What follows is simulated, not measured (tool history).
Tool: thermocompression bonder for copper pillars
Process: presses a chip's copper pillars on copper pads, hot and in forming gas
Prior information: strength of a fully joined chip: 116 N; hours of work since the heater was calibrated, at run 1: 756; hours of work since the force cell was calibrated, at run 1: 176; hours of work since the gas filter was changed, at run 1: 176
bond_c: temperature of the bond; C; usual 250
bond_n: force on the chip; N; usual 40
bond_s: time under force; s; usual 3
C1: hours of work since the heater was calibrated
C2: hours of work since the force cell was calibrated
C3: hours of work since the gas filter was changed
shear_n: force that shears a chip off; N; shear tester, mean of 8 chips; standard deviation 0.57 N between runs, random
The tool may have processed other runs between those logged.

Run 1, hour 0.0: usual settings; C1 756; C2 176; C3 176. Result: shear_n 83.9 N.
Run 2, hour 11.2: usual settings but bond_n 37 N; C1 761; C2 181; C3 181. Result: shear_n 81.5 N.
Run 3, hour 20.4: usual settings but bond_s 2 s; C1 765; C2 185; C3 185. Result: shear_n 73.8 N.
Run 4, hour 33.4: usual settings but bond_s 2 s; C1 772; C2 191; C3 191. Result: shear_n 74.3 N.
Run 5, hour 44.1: usual settings but bond_s 2 s; C1 777; C2 196; C3 196. Result: shear_n 73.9 N.
Run 6, hour 52.5: usual settings; C1 781; C2 200; C3 200. Result: shear_n 82.9 N.
Run 7, hour 67.8: usual settings but bond_n 35 N; C1 788; C2 208; C3 208. Result: shear_n 79.5 N.
Run 8, hour 81.6: usual settings; C1 794; C2 214; C3 214. Result: shear_n 82.0 N.
Run 9, hour 91.4: usual settings; C1 799; C2 219; C3 219. Result: shear_n 83.4 N.
Run 10, hour 106.2: usual settings; C1 806; C2 226; C3 226. Result: shear_n 83.4 N.
Run 11, hour 120.8: usual settings but bond_n 44 N; C1 813; C2 232; C3 232. Result: shear_n 83.9 N.
Run 12, hour 127.8: usual settings but bond_c 249 C; C1 816; C2 236; C3 236. Result: shear_n 82.3 N.
Run 13, hour 135.9: usual settings but bond_n 49 N; C1 820; C2 240; C3 240. Result: shear_n 87.5 N.
Run 14, hour 145.1: usual settings but bond_n 49 N; C1 824; C2 244; C3 244. Result: shear_n 88.7 N.
Run 15, hour 154.3: usual settings but bond_n 49 N; C1 828; C2 248; C3 248. Result: shear_n 87.0 N.
Run 16, hour 169.0: usual settings but bond_n 49 N; C1 835; C2 255; C3 255. Result: shear_n 88.2 N.
Run 17, hour 182.8: usual settings but bond_n 49 N; C1 842; C2 262; C3 262. Result: shear_n 87.3 N.
Run 18, hour 192.8: usual settings but bond_n 49 N; C1 847; C2 266; C3 266. Result: shear_n 87.3 N.
Run 19, hour 205.8: usual settings; C1 853; C2 272; C3 272. Result: shear_n 82.8 N.
Run 20, hour 213.5: usual settings; C1 856; C2 276; C3 276. Result: shear_n 82.9 N.
Run 21, hour 222.0: usual settings; C1 860; C2 280; C3 280. Result: shear_n 82.4 N.
Run 22, hour 231.6: usual settings but bond_c 224 C, bond_n 27 N, bond_s 2 s; C1 865; C2 285; C3 285. Result: shear_n 46.2 N.
Run 23, hour 240.9: usual settings but bond_c 220 C, bond_n 42 N, bond_s 5 s; C1 869; C2 289; C3 289. Result: shear_n 73.0 N.
Run 24, hour 255.1: usual settings but bond_c 257 C, bond_n 30 N; C1 876; C2 296; C3 296. Result: shear_n 79.2 N.
Run 25, hour 266.4: usual settings but bond_c 277 C, bond_n 30 N; C1 881; C2 301; C3 301. Result: shear_n 91.4 N.
Run 26, hour 275.6: usual settings but bond_c 224 C, bond_n 48 N; C1 885; C2 305; C3 305. Result: shear_n 68.9 N.
Run 27, hour 282.5: usual settings but bond_c 225 C, bond_n 25 N; C1 889; C2 308; C3 308. Result: shear_n 52.5 N.
Run 28, hour 291.7: usual settings but bond_c 227 C, bond_n 26 N; C1 893; C2 313; C3 313. Result: shear_n 55.3 N.
Run 29, hour 306.1: usual settings but bond_c 226 C, bond_n 43 N, bond_s 6 s; C1 900; C2 320; C3 320. Result: shear_n 82.6 N.
Run 30, hour 313.9: usual settings but bond_n 29 N; C1 904; C2 323; C3 323. Result: shear_n 73.3 N.
Run 31, hour 322.5: usual settings but bond_n 30 N; C1 908; C2 327; C3 327. Result: shear_n 74.3 N.
Run 32, hour 334.5: usual settings but bond_n 30 N; C1 913; C2 333; C3 333. Result: shear_n 75.0 N.
Run 33, hour 342.1: usual settings but bond_n 53 N, bond_s 2 s; C1 917; C2 337; C3 337. Result: shear_n 82.4 N.
Run 34, hour 353.2: usual settings but bond_n 53 N, bond_s 2 s; C1 922; C2 342; C3 342. Result: shear_n 81.5 N.
Run 35, hour 369.5: usual settings but bond_c 223 C, bond_n 53 N, bond_s 2 s; C1 930; C2 349; C3 349. Result: shear_n 62.3 N.
Run 36, hour 379.3: usual settings but bond_c 270 C, bond_s 6 s; C1 934; C2 354; C3 354. Result: shear_n 106.1 N.
Run 37, hour 394.0: usual settings but bond_c 257 C, bond_n 36 N, bond_s 6 s; C1 941; C2 361; C3 361. Result: shear_n 96.8 N.
Run 38, hour 409.4: usual settings but bond_c 242 C, bond_n 35 N; C1 948; C2 368; C3 368. Result: shear_n 73.1 N.
Run 39, hour 426.0: usual settings but bond_c 254 C, bond_n 35 N, bond_s 6 s; C1 956; C2 376; C3 376. Result: shear_n 95.6 N.
Run 40, hour 439.0: usual settings but bond_c 245 C, bond_n 56 N, bond_s 4 s; C1 962; C2 382; C3 382. Result: shear_n 92.6 N.

4 ways to go on from here, each from the tool as it stands after run 40. What would each give?
At hour 448.9: forming gas filter changed.
Run A, hour 450.9: usual settings but bond_c 245 C, bond_n 44 N; C1 968; C2 387; C3 1. Result: shear_n ?.
At hour 448.9: forming gas filter changed.
Run B, hour 450.9: usual settings but bond_s 8 s; C1 968; C2 387; C3 1. Result: shear_n ?.
At hour 448.9: forming gas filter changed.
Run C, hour 450.9: usual settings but bond_c 273 C, bond_n 37 N; C1 968; C2 387; C3 1. Result: shear_n ?.
At hour 448.9: forming gas filter changed.
Run D, hour 450.9: usual settings but bond_c 233 C, bond_n 38 N, bond_s 2 s; C1 968; C2 387; C3 1. Result: shear_n ?.

run  shear_n
  A     81.3
  B    101.1
  C     94.8
  D     60.6
What these runs would have given with no unlogged condition in the tool:
run  shear_n
  A     81.1
  B    101.0
  C     94.6
  D     60.4
